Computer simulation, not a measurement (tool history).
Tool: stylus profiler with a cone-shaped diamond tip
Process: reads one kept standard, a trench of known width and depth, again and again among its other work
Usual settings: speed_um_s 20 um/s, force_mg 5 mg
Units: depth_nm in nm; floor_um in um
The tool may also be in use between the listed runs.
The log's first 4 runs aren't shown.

run     day  speed_um_s  force_mg  depth_nm  floor_um
  5  11.196          32         5    509.53     17.11
  6  15.042          32         5    509.56      16.9
  7  18.371          20      4.08    508.28     16.88
  8  21.604          20      4.08    508.43     16.75
  9  23.654          29         5    509.87     16.78
 10  25.617          67         5    509.78     16.58
 11  27.904          67         5    509.93     16.51
 12  31.308          67         5    509.76     16.43
 13   34.75          67         5    509.83      16.3
 14   37.15          67         5    509.98     16.26
 15  39.775          67         5    509.96     16.19
 16  41.471          67         5    510.05     16.07
 17  43.738          67         5    509.95     16.08
 18  46.333          67         5    509.99     16.02
 19  49.754          67         5     510.2     15.93
 20  51.846          51     11.38    517.03      15.9
 21  54.867          19         5    510.07     15.86
 22  57.412          49         5    510.31     15.74
 23  59.267          49         5    510.24     15.75
 24  62.254          26         5    510.29      15.7
 25  65.533          26         5    510.41     15.66
 26  68.529           6      5.34    510.78     15.62
 27  71.825           6      5.34    510.96     15.49
 28  74.762          17     13.42    519.44     15.39
 29  78.042           9     13.42    519.35     15.36

Forecast run 30:
 30  79.804          18      9.08         ?         ?

Run 30 gave depth_nm 515.1 nm, floor_um 15.3 um.
Without the tool's hidden state the same run would have given depth_nm 514.08 nm, floor_um 17.32 um.
